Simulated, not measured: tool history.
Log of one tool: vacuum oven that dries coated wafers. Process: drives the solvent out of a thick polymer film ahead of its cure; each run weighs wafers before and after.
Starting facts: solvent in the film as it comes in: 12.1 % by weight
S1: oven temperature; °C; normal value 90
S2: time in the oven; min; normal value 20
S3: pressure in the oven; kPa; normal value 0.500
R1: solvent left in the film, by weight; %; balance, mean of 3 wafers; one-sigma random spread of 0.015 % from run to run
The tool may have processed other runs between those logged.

{"run": 1, "hour": 0.0, "S1": 90, "S2": 20, "S3": 0.5, "R1": 1.33}
{"run": 2, "hour": 72.6, "S1": 90, "S2": 11, "S3": 0.5, "R1": 3.19}
{"run": 3, "hour": 113.8, "S1": 90, "S2": 20, "S3": 0.5, "R1": 1.34}
{"run": 4, "hour": 196.5, "S1": 90, "S2": 20, "S3": 0.5, "R1": 1.34}
{"hour": 222.5, "done": "oven's thermocouples calibrated"}
{"run": 5, "hour": 245.9, "S1": 90, "S2": 20, "S3": 0.5, "R1": 1.54}
{"run": 6, "hour": 318.9, "S1": 90, "S2": 20, "S3": 0.5, "R1": 1.51}
{"run": 7, "hour": 395.9, "S1": 79, "S2": 35, "S3": 0.5, "R1": 1.67}
{"run": 8, "hour": 450.2, "S1": 90, "S2": 15, "S3": 1.733, "R1": 2.71}
{"run": 9, "hour": 502.3, "S1": 101, "S2": 12, "S3": 1.853, "R1": 1.66}
{"run": 10, "hour": 553.2, "S1": 101, "S2": 12, "S3": 1.1, "R1": 1.48}
{"run": 11, "hour": 621.0, "S1": 95, "S2": 36, "S3": 0.422, "R1": 0.28}

Predict each of these 4 candidate next runs independently; none follows another, all start after run 11:
{"run": "A", "hour": 680.1, "S1": 104, "S2": 23, "S3": 1.2, "R1": "?"}
{"run": "B", "hour": 680.1, "S1": 75, "S2": 12, "S3": 0.716, "R1": "?"}
{"run": "C", "hour": 680.1, "S1": 88, "S2": 20, "S3": 0.5, "R1": "?"}
{"run": "D", "hour": 680.1, "S1": 92, "S2": 29, "S3": 0.422, "R1": "?"}

run=A R1=0.42
run=B R1=5.94
run=C R1=1.76
run=D R1=0.58
Without the tool's unlogged condition, the same runs would have read:
run=A R1=0.39
run=B R1=5.99
run=C R1=1.79
run=D R1=0.56

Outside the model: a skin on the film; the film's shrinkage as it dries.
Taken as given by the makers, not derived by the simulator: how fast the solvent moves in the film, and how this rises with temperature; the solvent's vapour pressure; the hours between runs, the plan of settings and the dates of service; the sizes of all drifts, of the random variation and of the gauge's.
